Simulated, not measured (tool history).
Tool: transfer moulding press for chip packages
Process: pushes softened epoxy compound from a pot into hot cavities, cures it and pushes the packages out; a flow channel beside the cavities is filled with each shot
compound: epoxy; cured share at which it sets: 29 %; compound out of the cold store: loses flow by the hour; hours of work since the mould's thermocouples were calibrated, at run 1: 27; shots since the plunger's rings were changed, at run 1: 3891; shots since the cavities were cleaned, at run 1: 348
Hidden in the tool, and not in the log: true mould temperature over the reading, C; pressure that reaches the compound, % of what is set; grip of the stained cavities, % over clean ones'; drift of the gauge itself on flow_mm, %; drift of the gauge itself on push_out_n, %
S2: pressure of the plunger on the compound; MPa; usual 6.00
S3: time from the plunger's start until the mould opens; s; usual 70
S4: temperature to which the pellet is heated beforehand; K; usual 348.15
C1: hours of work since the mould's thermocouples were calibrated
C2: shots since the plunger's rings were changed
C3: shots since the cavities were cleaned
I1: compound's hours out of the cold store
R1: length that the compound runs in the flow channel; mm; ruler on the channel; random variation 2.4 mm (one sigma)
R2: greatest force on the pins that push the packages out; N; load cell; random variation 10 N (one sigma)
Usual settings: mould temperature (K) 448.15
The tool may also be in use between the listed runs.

{"run": 1, "day": 0.0, "mould temperature (K)": 448.15, "S2": 6.0, "S3": 70, "S4": 348.15, "C1": 27, "C2": 3891, "C3": 348, "I1": 20.7, "R1": 651, "R2": 806}
{"day": 0.467, "done": "plunger's sealing rings changed"}
{"day": 0.85, "done": "cavities cleaned with cleaning compound and waxed"}
{"run": 2, "day": 1.946, "mould temperature (K)": 448.15, "S2": 5.66, "S3": 70, "S4": 348.15, "C1": 57, "C2": 570, "C3": 441, "I1": 20.6, "R1": 670, "R2": 846}
{"day": 2.562, "done": "cavities cleaned with cleaning compound and waxed"}
{"run": 3, "day": 3.796, "mould temperature (K)": 448.15, "S2": 5.66, "S3": 70, "S4": 348.15, "C1": 87, "C2": 1291, "C3": 497, "I1": 24.6, "R1": 645, "R2": 829}
{"day": 4.275, "done": "cavities cleaned with cleaning compound and waxed"}
{"run": 4, "day": 4.812, "mould temperature (K)": 448.15, "S2": 5.66, "S3": 70, "S4": 348.15, "C1": 103, "C2": 1677, "C3": 218, "I1": 32.7, "R1": 614, "R2": 645}
{"day": 5.967, "done": "cavities cleaned with cleaning compound and waxed"}
{"run": 5, "day": 6.683, "mould temperature (K)": 448.15, "S2": 7.03, "S3": 70, "S4": 348.15, "C1": 133, "C2": 2406, "C3": 290, "I1": 41.9, "R1": 643, "R2": 705}
{"day": 7.621, "done": "cavities cleaned with cleaning compound and waxed"}
{"run": 6, "day": 7.621, "mould temperature (K)": 448.15, "S2": 7.03, "S3": 70, "S4": 348.15, "C1": 148, "C2": 2758, "C3": 0, "I1": 11.6, "R1": 748, "R2": 542}
{"day": 9.233, "done": "cavities cleaned with cleaning compound and waxed"}
{"run": 7, "day": 9.733, "mould temperature (K)": 448.15, "S2": 7.03, "S3": 70, "S4": 348.15, "C1": 182, "C2": 3584, "C3": 202, "I1": 19.9, "R1": 709, "R2": 705}
{"day": 10.929, "done": "plunger's sealing rings changed"}
{"day": 10.992, "done": "cavities cleaned with cleaning compound and waxed"}
{"run": 8, "day": 11.588, "mould temperature (K)": 448.15, "S2": 7.03, "S3": 70, "S4": 348.15, "C1": 210, "C2": 240, "C3": 240, "I1": 18.0, "R1": 756, "R2": 711}
{"day": 12.6, "done": "cavities cleaned with cleaning compound and waxed"}
{"run": 9, "day": 12.6, "mould temperature (K)": 448.15, "S2": 7.03, "S3": 70, "S4": 348.15, "C1": 226, "C2": 624, "C3": 0, "I1": 43.7, "R1": 660, "R2": 474}
{"day": 14.221, "done": "cavities cleaned with cleaning compound and waxed"}
{"run": 10, "day": 14.55, "mould temperature (K)": 448.15, "S2": 6.0, "S3": 70, "S4": 348.15, "C1": 258, "C2": 1385, "C3": 134, "I1": 11.5, "R1": 711, "R2": 667}
{"day": 15.904, "done": "cavities cleaned with cleaning compound and waxed"}
{"run": 11, "day": 16.629, "mould temperature (K)": 448.15, "S2": 6.0, "S3": 76, "S4": 348.15, "C1": 292, "C2": 2197, "C3": 292, "I1": 40.9, "R1": 605, "R2": 604}
{"day": 17.517, "done": "cavities cleaned with cleaning compound and waxed"}
{"run": 12, "day": 17.688, "mould temperature (K)": 448.15, "S2": 4.96, "S3": 70, "S4": 348.15, "C1": 308, "C2": 2598, "C3": 68, "I1": 9.8, "R1": 641, "R2": 593}
{"day": 19.112, "done": "cavities cleaned with cleaning compound and waxed"}
{"run": 13, "day": 19.362, "mould temperature (K)": 444.15, "S2": 6.0, "S3": 70, "S4": 348.15, "C1": 335, "C2": 3249, "C3": 101, "I1": 8.1, "R1": 715, "R2": 890}
{"day": 20.717, "done": "cavities cleaned with cleaning compound and waxed"}
{"run": 14, "day": 21.233, "mould temperature (K)": 446.15, "S2": 7.35, "S3": 99, "S4": 346.15, "C1": 366, "C2": 3978, "C3": 208, "I1": 36.3, "R1": 666, "R2": 472}
{"day": 21.433, "done": "plunger's sealing rings changed"}
{"run": 15, "day": 22.188, "mould temperature (K)": 449.15, "S2": 6.0, "S3": 70, "S4": 348.15, "C1": 380, "C2": 303, "C3": 550, "I1": 39.1, "R1": 627, "R2": 808}
{"day": 22.488, "done": "cavities cleaned with cleaning compound and waxed"}
{"run": 16, "day": 23.838, "mould temperature (K)": 442.15, "S2": 5.6, "S3": 50, "S4": 344.15, "C1": 406, "C2": 943, "C3": 544, "I1": 34.3, "R1": 631, "R2": 2552}
{"day": 24.171, "done": "cavities cleaned with cleaning compound and waxed"}
{"run": 17, "day": 24.921, "mould temperature (K)": 448.15, "S2": 7.14, "S3": 64, "S4": 348.15, "C1": 423, "C2": 1354, "C3": 301, "I1": 40.8, "R1": 670, "R2": 912}
{"day": 25.829, "done": "cavities cleaned with cleaning compound and waxed"}
{"run": 18, "day": 25.875, "mould temperature (K)": 448.15, "S2": 7.14, "S3": 64, "S4": 348.15, "C1": 438, "C2": 1714, "C3": 18, "I1": 28.6, "R1": 704, "R2": 662}
{"day": 27.579, "done": "cavities cleaned with cleaning compound and waxed"}
{"run": 19, "day": 28.008, "mould temperature (K)": 448.15, "S2": 6.38, "S3": 57, "S4": 348.15, "C1": 473, "C2": 2549, "C3": 173, "I1": 45.3, "R1": 606, "R2": 1094}
{"day": 29.2, "done": "cavities cleaned with cleaning compound and waxed"}
{"run": 20, "day": 29.779, "mould temperature (K)": 446.15, "S2": 6.13, "S3": 95, "S4": 348.15, "C1": 502, "C2": 3238, "C3": 233, "I1": 13.7, "R1": 704, "R2": 497}
{"run": 21, "day": 30.625, "mould temperature (K)": 446.15, "S2": 6.13, "S3": 95, "S4": 348.15, "C1": 516, "C2": 3579, "C3": 574, "I1": 24.2, "R1": 657, "R2": 616}
{"day": 30.8, "done": "cavities cleaned with cleaning compound and waxed"}
{"day": 31.883, "done": "plunger's sealing rings changed"}
{"day": 32.621, "done": "cavities cleaned with cleaning compound and waxed"}
{"run": 22, "day": 32.762, "mould temperature (K)": 446.15, "S2": 6.13, "S3": 95, "S4": 348.15, "C1": 548, "C2": 329, "C3": 56, "I1": 10.5, "R1": 743, "R2": 397}
{"day": 34.267, "done": "cavities cleaned with cleaning compound and waxed"}
{"run": 23, "day": 34.558, "mould temperature (K)": 446.15, "S2": 6.13, "S3": 95, "S4": 348.15, "C1": 577, "C2": 1028, "C3": 118, "I1": 10.8, "R1": 730, "R2": 454}
{"day": 35.938, "done": "cavities cleaned with cleaning compound and waxed"}
{"run": 24, "day": 36.679, "mould temperature (K)": 446.15, "S2": 6.13, "S3": 95, "S4": 348.15, "C1": 611, "C2": 1858, "C3": 300, "I1": 20.7, "R1": 685, "R2": 512}
{"day": 37.629, "done": "cavities cleaned with cleaning compound and waxed"}
{"run": 25, "day": 37.846, "mould temperature (K)": 453.15, "S2": 6.0, "S3": 70, "S4": 348.15, "C1": 630, "C2": 2302, "C3": 87, "I1": 25.5, "R1": 637, "R2": 439}

3 ways to go on from here, each from the tool as it stands after run 25. What would each give?
{"day": 39.108, "done": "mould's thermocouples calibrated"}
{"day": 39.329, "done": "cavities cleaned with cleaning compound and waxed"}
{"run": "A", "day": 39.329, "mould temperature (K)": 453.15, "S2": 6.0, "S3": 65, "S4": 349.15, "C1": 3, "C2": 2842, "C3": 0, "I1": 8.8, "R1": "?", "R2": "?"}
{"day": 39.108, "done": "mould's thermocouples calibrated"}
{"day": 39.329, "done": "cavities cleaned with cleaning compound and waxed"}
{"run": "B", "day": 39.329, "mould temperature (K)": 446.15, "S2": 6.0, "S3": 70, "S4": 348.15, "C1": 3, "C2": 2842, "C3": 0, "I1": 13.0, "R1": "?", "R2": "?"}
{"day": 39.108, "done": "mould's thermocouples calibrated"}
{"day": 39.329, "done": "cavities cleaned with cleaning compound and waxed"}
{"run": "C", "day": 39.329, "mould temperature (K)": 452.15, "S2": 5.26, "S3": 70, "S4": 350.15, "C1": 3, "C2": 2842, "C3": 0, "I1": 29.2, "R1": "?", "R2": "?"}

run=A R1=682 R2=460
run=B R1=687 R2=604
run=C R1=582 R2=396
Without the tool's hidden state the same runs would have given:
run=A R1=722 R2=452
run=B R1=727 R2=594
run=C R1=616 R2=390

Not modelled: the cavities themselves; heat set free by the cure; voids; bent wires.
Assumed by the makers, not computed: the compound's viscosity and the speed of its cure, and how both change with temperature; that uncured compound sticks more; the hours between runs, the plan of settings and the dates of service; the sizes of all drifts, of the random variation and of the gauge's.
